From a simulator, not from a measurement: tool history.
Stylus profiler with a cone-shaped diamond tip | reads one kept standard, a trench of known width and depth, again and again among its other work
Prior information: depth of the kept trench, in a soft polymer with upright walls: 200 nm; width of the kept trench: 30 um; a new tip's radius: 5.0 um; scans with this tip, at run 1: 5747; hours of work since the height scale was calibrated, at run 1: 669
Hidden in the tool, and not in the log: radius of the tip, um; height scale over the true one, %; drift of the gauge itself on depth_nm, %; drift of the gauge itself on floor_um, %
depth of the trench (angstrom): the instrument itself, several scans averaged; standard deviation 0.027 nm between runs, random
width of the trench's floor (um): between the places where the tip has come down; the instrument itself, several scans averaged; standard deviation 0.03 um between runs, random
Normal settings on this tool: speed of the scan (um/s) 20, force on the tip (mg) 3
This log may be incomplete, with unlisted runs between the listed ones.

run	hour	speed of the scan (um/s)	force on the tip (mg)	scans with this tip	hours of work since the height scale was calibrated	depth of the trench (angstrom)	width of the trench's floor (um)
1	0	20	3	5747	669	2014.8	27.13
2	72.9	67	3	6177	719	2014.4	26.9
3	105.8	8	3	6371	741	2014.7	27.15
4	159.9	8	3	6690	779	2014.7	27.2
5	197.9	20	3	6914	805	2014.6	27.09
6	258.1	20	1.32	7269	846	2008.3	27.06
7	297	20	1.32	7499	873	2008.4	27.07
8	368.4	20	1.32	7920	922	2008.3	27.06
9	435.8	20	1.32	8318	968	2008.5	27.05
10	508.8	20	1.32	8749	1018	2008.3	27.05
11	545.3	20	1.32	8964	1043	2008.6	27.06
12	621.9	20	1.32	9416	1096	2007.8	27.06

Run 13 comes next. What will it give?
13	681.7	10	4.01	9768	1137	?	?

Run 13 produced depth of the trench (angstrom) 2017.8, width of the trench's floor (um) 27.16.
Without the tool's hidden state the same run would have given depth of the trench (angstrom) 2017.9, width of the trench's floor (um) 27.17.
